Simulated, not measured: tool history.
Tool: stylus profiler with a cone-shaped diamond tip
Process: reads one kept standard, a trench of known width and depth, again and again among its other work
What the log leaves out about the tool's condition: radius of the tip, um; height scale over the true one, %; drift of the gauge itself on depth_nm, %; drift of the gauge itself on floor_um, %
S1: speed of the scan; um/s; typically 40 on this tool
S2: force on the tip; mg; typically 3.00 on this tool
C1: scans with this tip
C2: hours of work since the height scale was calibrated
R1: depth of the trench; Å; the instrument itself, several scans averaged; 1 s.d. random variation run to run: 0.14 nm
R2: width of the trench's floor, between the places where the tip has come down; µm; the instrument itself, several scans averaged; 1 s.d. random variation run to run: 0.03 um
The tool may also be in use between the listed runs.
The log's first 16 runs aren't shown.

run	hour	S1	S2	C1	C2	R1	R2
17	1014.2	122	1.23	6059	1235	5063.9	96.45
18	1098.7	42	1.23	6375	1299	5064.1	96.77
19	1156.6	42	1.23	6591	1343	5065.1	96.72
20	1208.6	42	1.23	6785	1383	5066.9	96.77
21	1250.7	42	1.23	6942	1415	5069.4	96.68
22	1303.6	34	1.23	7140	1455	5070.5	96.79
23	1358.1	34	1.23	7343	1497	5068.7	96.78
24	1450.1	52	2.28	7687	1567	5087.9	96.66
25	1489.0	114	3.64	7832	1596	5104.4	96.54
26	1567.8	114	1.16	8127	1656	5069.8	96.27
27	1663.8	16	3.11	8485	1730	5103.1	96.81
28	1707.9	16	3.11	8650	1763	5103.9	96.80
29	1766.2	26	3.68	8868	1807	5114.6	96.75
30	1836.1	40	6.19	9128	1861	5140.5	96.70
# hour 1925.5: height scale calibrated on a step standard
31	1929.6	56	3.02	9476	3	5062.4	96.57

Forecast each of these 3 alternatives for the next run:
A	1980.9	96	5.29	9667	42	?	?
B	1980.9	28	1.88	9667	42	?	?
C	1980.9	21	1.42	9667	42	?	?

run	R1	R2
A	5090.1	96.57
B	5046.5	96.66
C	5040.3	96.66
Without the tool's unlogged condition, the same runs would have read:
run	R1	R2
A	5088.1	97.13
B	5044.5	97.22
C	5038.3	97.22

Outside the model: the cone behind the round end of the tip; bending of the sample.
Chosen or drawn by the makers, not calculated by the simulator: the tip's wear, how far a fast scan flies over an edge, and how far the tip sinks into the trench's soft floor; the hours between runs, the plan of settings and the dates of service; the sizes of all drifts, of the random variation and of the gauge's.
